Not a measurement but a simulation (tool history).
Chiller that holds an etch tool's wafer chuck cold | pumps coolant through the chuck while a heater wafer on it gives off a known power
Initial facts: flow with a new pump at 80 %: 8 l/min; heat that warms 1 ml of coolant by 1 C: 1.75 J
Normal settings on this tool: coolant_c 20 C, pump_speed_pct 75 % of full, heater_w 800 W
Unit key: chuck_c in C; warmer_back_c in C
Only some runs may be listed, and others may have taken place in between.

| run | hour | coolant_c | pump_speed_pct | heater_w | chuck_c | warmer_back_c |
|---|---|---|---|---|---|---|
| 1 | 0 | 20 | 75 | 800 | 28.1 | 3.64 |
| 2 | 66.3 | 15 | 75 | 800 | 23 | 3.68 |
| 3 | 131 | 20 | 90 | 800 | 27.2 | 3.11 |
| 4 | 190.1 | 20 | 75 | 935 | 29.4 | 4.23 |
| 5 | 227.1 | 23 | 75 | 800 | 30.7 | 3.68 |
| 6 | 258.6 | 23 | 75 | 617 | 29.1 | 2.82 |
| 7 | 311.4 | 23 | 75 | 617 | 29.4 | 2.74 |
| 8 | 381.4 | 20 | 68 | 800 | 28.4 | 4.01 |
| 9 | 438.8 | 20 | 68 | 800 | 28.3 | 3.97 |
| 10 | 476.3 | 20 | 68 | 800 | 28.4 | 4.04 |
| 11 | 535.3 | 20 | 68 | 800 | 28.5 | 4.05 |
| 12 | 574.4 | 11 | 68 | 800 | 19.4 | 3.99 |
| 13 | 625.4 | 20 | 73 | 800 | 28 | 3.77 |
| 14 | 665.6 | 20 | 75 | 689 | 26.7 | 3.15 |
| 15 | 698.3 | 20 | 75 | 689 | 26.8 | 3.15 |
| 16 | 751.5 | 20 | 75 | 567 | 25.6 | 2.56 |
| 17 | 805.2 | 12 | 72 | 1067 | 22.9 | 5.09 |
| 18 | 856.2 | 12 | 88 | 440 | 15.9 | 1.7 |
| 19 | 921 | 20 | 75 | 928 | 29 | 4.24 |
| 20 | 953.9 | 20 | 75 | 928 | 29.2 | 4.19 |
| 21 | 993 | 15 | 75 | 928 | 24.3 | 4.25 |
| 22 | 1054.6 | 18 | 74 | 1034 | 28.3 | 4.76 |
| 23 | 1120.9 | 18 | 74 | 1034 | 28.4 | 4.77 |
| 24 | 1163.6 | 25 | 98 | 665 | 30.6 | 2.33 |
| 25 | 1206.6 | 25 | 98 | 665 | 30.7 | 2.33 |
| 26 | 1243.7 | 19 | 87 | 800 | 26.5 | 3.14 |
| 27 | 1311.8 | 25 | 85 | 800 | 32.4 | 3.27 |
| 28 | 1342.8 | 20 | 64 | 624 | 26.8 | 3.32 |
| 29 | 1389.6 | 20 | 76 | 1025 | 30.1 | 4.61 |
| 30 | 1424.5 | 20 | 85 | 619 | 25.8 | 2.46 |

What does the tool deliver on the next run?
| 31 | 1456.7 | 21 | 75 | 847 | ? | ? |

{"run 31": {"chuck_c": 29.3, "warmer_back_c": 3.88}}
The same run, on a tool lacking any hidden state, would have yielded chuck_c 29.3 C, warmer_back_c 3.88 C.
